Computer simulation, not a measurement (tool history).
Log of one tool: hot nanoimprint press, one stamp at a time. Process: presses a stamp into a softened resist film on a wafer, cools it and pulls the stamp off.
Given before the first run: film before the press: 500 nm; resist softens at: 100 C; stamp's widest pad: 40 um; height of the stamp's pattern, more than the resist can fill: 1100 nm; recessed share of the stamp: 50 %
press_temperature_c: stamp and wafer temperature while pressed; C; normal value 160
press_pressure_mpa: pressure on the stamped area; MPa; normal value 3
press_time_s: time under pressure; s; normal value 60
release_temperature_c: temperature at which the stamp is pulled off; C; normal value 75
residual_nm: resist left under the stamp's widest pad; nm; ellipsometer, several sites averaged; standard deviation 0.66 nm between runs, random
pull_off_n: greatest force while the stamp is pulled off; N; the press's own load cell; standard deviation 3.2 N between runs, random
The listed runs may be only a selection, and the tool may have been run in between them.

Run 1, day 0: usual settings. Result: residual_nm 290.1 nm, pull_off_n 194 N.
Run 2, day 1.079: usual settings. Result: residual_nm 290.4 nm, pull_off_n 203 N.
Run 3, day 2.221: usual settings. Result: residual_nm 293 nm, pull_off_n 195 N.
Run 4, day 3.25: usual settings. Result: residual_nm 293.1 nm, pull_off_n 202 N.
Run 5, day 4.242: usual settings. Result: residual_nm 292.9 nm, pull_off_n 205 N.
Run 6, day 4.933: usual settings but release_temperature_c 78 C. Result: residual_nm 292.6 nm, pull_off_n 185 N.
Run 7, day 5.946: usual settings. Result: residual_nm 293.3 nm, pull_off_n 203 N.
Run 8, day 6.546: usual settings. Result: residual_nm 293.6 nm, pull_off_n 207 N.
Run 9, day 7.362: usual settings. Result: residual_nm 293.8 nm, pull_off_n 202 N.
Run 10, day 8.4: usual settings. Result: residual_nm 294.1 nm, pull_off_n 206 N.
Run 11, day 8.962: usual settings. Result: residual_nm 294.7 nm, pull_off_n 208 N.
At day 9.15: plate thermocouple calibrated.
Run 12, day 10.217: usual settings but press_time_s 88 s. Result: residual_nm 261.1 nm, pull_off_n 209 N.
Run 13, day 10.738: usual settings. Result: residual_nm 295.8 nm, pull_off_n 203 N.
At day 11.621: plate thermocouple calibrated, once more.
Run 14, day 11.929: usual settings but press_time_s 41 s. Result: residual_nm 324.6 nm, pull_off_n 210 N.
Run 15, day 13.158: usual settings but press_time_s 41 s. Result: residual_nm 327.2 nm, pull_off_n 210 N.
Run 16, day 14.171: usual settings but press_pressure_mpa 2.08 MPa, press_time_s 41 s. Result: residual_nm 368.5 nm, pull_off_n 215 N.
Run 17, day 14.917: usual settings but press_pressure_mpa 2.08 MPa, press_time_s 41 s. Result: residual_nm 368.8 nm, pull_off_n 213 N.
Run 18, day 15.483: usual settings but press_pressure_mpa 2.08 MPa, press_time_s 41 s. Result: residual_nm 369 nm, pull_off_n 211 N.

What will run 19 give?
Run 19, day 16.267: usual settings but press_temperature_c 158 C, press_pressure_mpa 4.4 MPa, press_time_s 41 s, release_temperature_c 72 C. Result: residual_nm ?, pull_off_n ?.

{"run 19": {"residual_nm": 310.7, "pull_off_n": 234}}
The same run, on a tool lacking any hidden state, would have yielded residual_nm 305 nm, pull_off_n 203 N.
